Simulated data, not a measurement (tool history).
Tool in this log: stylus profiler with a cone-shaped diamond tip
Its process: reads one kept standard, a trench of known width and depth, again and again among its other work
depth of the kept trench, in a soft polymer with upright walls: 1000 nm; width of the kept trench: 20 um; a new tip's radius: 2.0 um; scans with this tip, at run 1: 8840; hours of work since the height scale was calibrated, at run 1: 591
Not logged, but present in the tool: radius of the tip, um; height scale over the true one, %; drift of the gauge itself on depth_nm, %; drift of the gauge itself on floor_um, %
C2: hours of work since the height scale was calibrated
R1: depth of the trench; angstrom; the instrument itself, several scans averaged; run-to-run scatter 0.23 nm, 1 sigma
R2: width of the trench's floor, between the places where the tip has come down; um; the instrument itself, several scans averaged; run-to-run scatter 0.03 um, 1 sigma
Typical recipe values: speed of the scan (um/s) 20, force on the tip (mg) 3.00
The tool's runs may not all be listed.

Run 1, hour 0.0: usual settings; scans with this tip 8840; C2 591. Result: R1 10137.6 angstrom, R2 15.99 um.
Run 2, hour 82.1: usual settings; scans with this tip 9043; C2 631. Result: R1 10138.1 angstrom, R2 15.99 um.
Run 3, hour 172.8: usual settings; scans with this tip 9266; C2 676. Result: R1 10140.6 angstrom, R2 15.96 um.
Run 4, hour 296.6: usual settings but speed of the scan (um/s) 35; scans with this tip 9571; C2 736. Result: R1 10140.2 angstrom, R2 15.82 um.
Run 5, hour 383.8: usual settings but force on the tip (mg) 2.11; scans with this tip 9786; C2 779. Result: R1 10117.9 angstrom, R2 15.93 um.
Run 6, hour 499.6: usual settings but force on the tip (mg) 2.11; scans with this tip 10072; C2 836. Result: R1 10121.5 angstrom, R2 15.85 um.
Run 7, hour 591.0: usual settings but force on the tip (mg) 2.11; scans with this tip 10297; C2 881. Result: R1 10122.1 angstrom, R2 15.88 um.
Run 8, hour 673.9: usual settings but force on the tip (mg) 6.20; scans with this tip 10501; C2 922. Result: R1 10218.1 angstrom, R2 15.92 um.
Run 9, hour 797.3: usual settings but force on the tip (mg) 6.20; scans with this tip 10805; C2 983. Result: R1 10221.2 angstrom, R2 15.88 um.
Run 10, hour 889.8: usual settings but force on the tip (mg) 6.20; scans with this tip 11033; C2 1028. Result: R1 10221.4 angstrom, R2 15.91 um.
Run 11, hour 1005.6: usual settings but force on the tip (mg) 6.20; scans with this tip 11319; C2 1085. Result: R1 10222.3 angstrom, R2 15.89 um.
Run 12, hour 1101.1: usual settings but force on the tip (mg) 6.20; scans with this tip 11554; C2 1132. Result: R1 10225.2 angstrom, R2 15.88 um.
At hour 1181.2: height scale calibrated on a step standard.
Run 13, hour 1237.3: usual settings but speed of the scan (um/s) 9; scans with this tip 11888; C2 28. Result: R1 10110.5 angstrom, R2 15.89 um.
Run 14, hour 1330.1: usual settings but speed of the scan (um/s) 9; scans with this tip 12117; C2 73. Result: R1 10114.1 angstrom, R2 15.86 um.
Run 15, hour 1468.5: usual settings but speed of the scan (um/s) 9; scans with this tip 12458; C2 141. Result: R1 10121.6 angstrom, R2 15.86 um.
Run 16, hour 1566.5: usual settings but force on the tip (mg) 1.15; scans with this tip 12700; C2 189. Result: R1 10065.0 angstrom, R2 15.64 um.
Run 17, hour 1639.3: usual settings but force on the tip (mg) 1.15; scans with this tip 12879; C2 225. Result: R1 10069.1 angstrom, R2 15.70 um.
Run 18, hour 1733.5: usual settings but speed of the scan (um/s) 11, force on the tip (mg) 1.50; scans with this tip 13111; C2 272. Result: R1 10079.5 angstrom, R2 15.75 um.
Run 19, hour 1869.4: usual settings but speed of the scan (um/s) 11, force on the tip (mg) 1.50; scans with this tip 13446; C2 338. Result: R1 10084.2 angstrom, R2 15.73 um.
Run 20, hour 1997.2: usual settings but speed of the scan (um/s) 11, force on the tip (mg) 1.50; scans with this tip 13761; C2 401. Result: R1 10085.1 angstrom, R2 15.69 um.

Expected results for the next run?
Run 21, hour 2085.7: usual settings but speed of the scan (um/s) 53, force on the tip (mg) 2.60; scans with this tip 13979; C2 445. Result: R1 ?, R2 ?.

R1: 10122.9 angstrom
R2: 15.47 um
Take away the tool's hidden state, keep the run-to-run variation as it was, and the same run would have given R1 10105.1 angstrom, R2 16.19 um.

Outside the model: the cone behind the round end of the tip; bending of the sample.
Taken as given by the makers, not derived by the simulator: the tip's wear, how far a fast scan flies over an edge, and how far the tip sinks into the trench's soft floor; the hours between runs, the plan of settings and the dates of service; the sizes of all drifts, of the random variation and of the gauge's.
